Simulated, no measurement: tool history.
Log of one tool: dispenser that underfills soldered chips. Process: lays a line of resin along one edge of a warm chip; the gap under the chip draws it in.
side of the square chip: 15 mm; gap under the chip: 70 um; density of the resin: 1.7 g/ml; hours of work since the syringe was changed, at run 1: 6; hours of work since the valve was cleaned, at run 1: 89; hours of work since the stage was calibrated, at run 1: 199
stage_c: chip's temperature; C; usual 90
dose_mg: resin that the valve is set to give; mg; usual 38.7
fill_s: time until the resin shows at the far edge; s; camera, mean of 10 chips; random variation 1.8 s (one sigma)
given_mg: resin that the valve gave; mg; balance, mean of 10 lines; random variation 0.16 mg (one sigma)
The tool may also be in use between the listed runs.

run	hour	stage_c	dose_mg	hours of work since the syringe was changed	hours of work since the valve was cleaned	hours of work since the stage was calibrated	fill_s	given_mg
1	0	90	38.7	6	89	199	299.6	35.72
# hour 8.3: new syringe of resin
2	11.5	94	38.7	2	97	207	195.6	35.33
# hour 20.8: dispensing valve cleaned and set on the balance
3	20.8	94	38.7	8	0	213	311.4	38.57
# hour 26.2: new syringe of resin
4	28.9	94	38.7	2	5	218	189.1	38.48
5	39.2	94	38.7	9	12	225	335.1	38.4
# hour 42.6: new syringe of resin
6	50.6	94	38.7	5	20	232	259.6	37.91
7	55.9	94	38.7	9	23	236	343.4	37.86
# hour 59.2: new syringe of resin
8	66.7	90	48.9	5	31	243	283.4	47.48
# hour 75.4: new syringe of resin
9	77.6	90	48.9	1	38	250	203.5	47.27
10	88.4	101	48.9	9	45	258	275	47.15
# hour 92.2: new syringe of resin
11	98.3	101	48.9	4	52	264	189.1	46.6
12	104.9	90	37.1	9	56	269	397.2	35.06
# hour 109: new syringe of resin
13	114.8	90	34.7	4	63	275	281.3	32.86
14	123.3	90	38.7	10	69	281	438.1	36.26
# hour 125.8: new syringe of resin
15	132.5	90	38.7	5	75	287	272.4	36.24
# hour 142: new syringe of resin
16	142	90	38.7	0	81	293	193.8	35.71
17	151.2	90	38.7	6	87	300	326.9	35.7
# hour 158.7: new syringe of resin
18	162.6	90	49.1	3	95	307	226.6	44.85
19	169	99	41.3	7	99	312	258	37.56
# hour 174.5: dispensing valve cleaned and set on the balance
# hour 176.3: new syringe of resin
20	181.5	99	41.3	4	5	319	188	41.21
21	191.3	99	41.3	10	11	326	330.2	40.83
# hour 192.9: new syringe of resin
22	201.8	81	49.4	6	18	333	401.2	48.55
23	207.6	81	49.4	10	22	337	578.5	48.4
# hour 209: new syringe of resin
24	213.6	81	49.4	3	26	341	323.1	48.47
25	220.4	81	49.4	8	31	345	465.1	47.87
# hour 225.6: new syringe of resin
26	231.3	93	35.8	4	38	353	246.2	34.69
27	240.2	98	40.4	10	44	359	345.1	38.62
# hour 242.2: new syringe of resin
28	248.8	78	34.4	4	50	364	432	32.78
# hour 258.7: new syringe of resin
29	260.3	78	47.3	1	57	372	302.9	44.99
30	268.5	85	42.5	7	63	377	392	40.22
# hour 275.2: new syringe of resin
31	275.6	85	39.6	0	67	382	230.2	37.31
32	283.2	85	39.6	5	73	387	356.9	37.18
33	290.7	85	39.6	11	78	392	553.4	37.04
# hour 292: new syringe of resin
34	298.5	92	36.6	4	83	397	266.5	34.2
35	307.6	77	33.8	11	89	404	766.2	31.15

How the hidden state differs across the entries between the runs, from the last listed run before each to the first after it:
Between runs 1 and 2: new syringe of resin (hour 8.3)
  resin's viscosity, % of fresh resin's: 160.2 -> 117.9; dose that the valve gives, % of what is set: 92.12 -> 91.45; true chip temperature over the reading, C: -1.02 -> -1.07
  measured less the result without the state, fill_s: +121.8 -> +38.2 s; given_mg: -3.05 -> -3.29 mg
Between runs 2 and 3: dispensing valve cleaned and set on the balance (hour 20.8)
  resin's viscosity, % of fresh resin's: 117.9 -> 191.1; dose that the valve gives, % of what is set: 91.45 -> 99.76; true chip temperature over the reading, C: -1.07 -> -1.1
  measured less the result without the state, fill_s: +38.2 -> +153.7 s; given_mg: -3.29 -> -0.09 mg
Between runs 3 and 4: new syringe of resin (hour 26.2)
  resin's viscosity, % of fresh resin's: 191.1 -> 114.9; dose that the valve gives, % of what is set: 99.76 -> 99.29; true chip temperature over the reading, C: -1.1 -> -1.13
  measured less the result without the state, fill_s: +153.7 -> +30.3 s; given_mg: -0.09 -> -0.27 mg
Between runs 5 and 6: new syringe of resin (hour 42.6)
  resin's viscosity, % of fresh resin's: 208.7 -> 157.5; dose that the valve gives, % of what is set: 98.74 -> 98.1; true chip temperature over the reading, C: -1.17 -> -1.21
  measured less the result without the state, fill_s: +180.7 -> +101.3 s; given_mg: -0.49 -> -0.73 mg
Between runs 7 and 8: new syringe of resin (hour 59.2)
  resin's viscosity, % of fresh resin's: 213.7 -> 156.2; dose that the valve gives, % of what is set: 97.75 -> 97.14; true chip temperature over the reading, C: -1.23 -> -1.27
  measured less the result without the state, fill_s: +189.3 -> +109.3 s; given_mg: -0.87 -> -1.4 mg
Between runs 8 and 9: new syringe of resin (hour 75.4)
  resin's viscosity, % of fresh resin's: 156.2 -> 114; dose that the valve gives, % of what is set: 97.14 -> 96.5; true chip temperature over the reading, C: -1.27 -> -1.32
  measured less the result without the state, fill_s: +109.3 -> +32.5 s; given_mg: -1.4 -> -1.71 mg
Between runs 10 and 11: new syringe of resin (hour 92.2)
  resin's viscosity, % of fresh resin's: 212.6 -> 144.8; dose that the valve gives, % of what is set: 95.85 -> 95.26; true chip temperature over the reading, C: -1.36 -> -1.4
  measured less the result without the state, fill_s: +150.7 -> +64 s; given_mg: -2.04 -> -2.32 mg
Between runs 12 and 13: new syringe of resin (hour 109)
  resin's viscosity, % of fresh resin's: 211.7 -> 144.2; dose that the valve gives, % of what is set: 94.85 -> 94.28; true chip temperature over the reading, C: -1.43 -> -1.46
  measured less the result without the state, fill_s: +220.4 -> +98.5 s; given_mg: -1.9 -> -1.99 mg
Between runs 14 and 15: new syringe of resin (hour 125.8)
  resin's viscosity, % of fresh resin's: 234.9 -> 145.2; dose that the valve gives, % of what is set: 93.77 -> 93.22; true chip temperature over the reading, C: -1.5 -> -1.53
  measured less the result without the state, fill_s: +262.4 -> +96.3 s; given_mg: -2.4 -> -2.64 mg
Between runs 15 and 16: new syringe of resin (hour 142)
  resin's viscosity, % of fresh resin's: 145.2 -> 100.6; dose that the valve gives, % of what is set: 93.22 -> 92.69; true chip temperature over the reading, C: -1.53 -> -1.57
  measured less the result without the state, fill_s: +96.3 -> +13.4 s; given_mg: -2.64 -> -2.83 mg
Between runs 17 and 18: new syringe of resin (hour 158.7)
  resin's viscosity, % of fresh resin's: 170.6 -> 124.9; dose that the valve gives, % of what is set: 92.19 -> 91.51; true chip temperature over the reading, C: -1.6 -> -1.65
  measured less the result without the state, fill_s: +148 -> +55.3 s; given_mg: -3.01 -> -4.16 mg
Between runs 19 and 20: dispensing valve cleaned and set on the balance (hour 174.5); new syringe of resin (hour 176.3)
  resin's viscosity, % of fresh resin's: 180.8 -> 134.4; dose that the valve gives, % of what is set: 91.13 -> 99.55; true chip temperature over the reading, C: -1.67 -> -1.71
  measured less the result without the state, fill_s: +124.4 -> +55.1 s; given_mg: -3.66 -> -0.19 mg
Between runs 21 and 22: new syringe of resin (hour 192.9)
  resin's viscosity, % of fresh resin's: 236.2 -> 167.9; dose that the valve gives, % of what is set: 98.99 -> 98.39; true chip temperature over the reading, C: -1.76 -> -1.8
  measured less the result without the state, fill_s: +197.5 -> +175.8 s; given_mg: -0.42 -> -0.8 mg
Between runs 23 and 24: new syringe of resin (hour 209)
  resin's viscosity, % of fresh resin's: 234.9 -> 129.6; dose that the valve gives, % of what is set: 98.07 -> 97.77; true chip temperature over the reading, C: -1.82 -> -1.84
  measured less the result without the state, fill_s: +346.7 -> +88.7 s; given_mg: -0.95 -> -1.11 mg
Between runs 25 and 26: new syringe of resin (hour 225.6)
  resin's viscosity, % of fresh resin's: 192 -> 139.6; dose that the valve gives, % of what is set: 97.36 -> 96.74; true chip temperature over the reading, C: -1.87 -> -1.91
  measured less the result without the state, fill_s: +237.6 -> +81.2 s; given_mg: -1.3 -> -1.17 mg
Between runs 27 and 28: new syringe of resin (hour 242.2)
  resin's viscosity, % of fresh resin's: 233.2 -> 146.8; dose that the valve gives, % of what is set: 96.26 -> 95.79; true chip temperature over the reading, C: -1.95 -> -1.98
  measured less the result without the state, fill_s: +206.3 -> +160.3 s; given_mg: -1.5 -> -1.43 mg
Between runs 28 and 29: new syringe of resin (hour 258.7)
  resin's viscosity, % of fresh resin's: 146.8 -> 110.1; dose that the valve gives, % of what is set: 95.79 -> 95.12; true chip temperature over the reading, C: -1.98 -> -2.03
  measured less the result without the state, fill_s: +160.3 -> +46.8 s; given_mg: -1.43 -> -2.31 mg
Between runs 30 and 31: new syringe of resin (hour 275.2)
  resin's viscosity, % of fresh resin's: 176.9 -> 103.4; dose that the valve gives, % of what is set: 94.63 -> 94.26; true chip temperature over the reading, C: -2.06 -> -2.09
  measured less the result without the state, fill_s: +186.3 -> +24.4 s; given_mg: -2.28 -> -2.28 mg
Between runs 33 and 34: new syringe of resin (hour 292)
  resin's viscosity, % of fresh resin's: 247.6 -> 146.5; dose that the valve gives, % of what is set: 93.44 -> 92.98; true chip temperature over the reading, C: -2.15 -> -2.18
  measured less the result without the state, fill_s: +347.4 -> +99.8 s; given_mg: -2.59 -> -2.58 mg
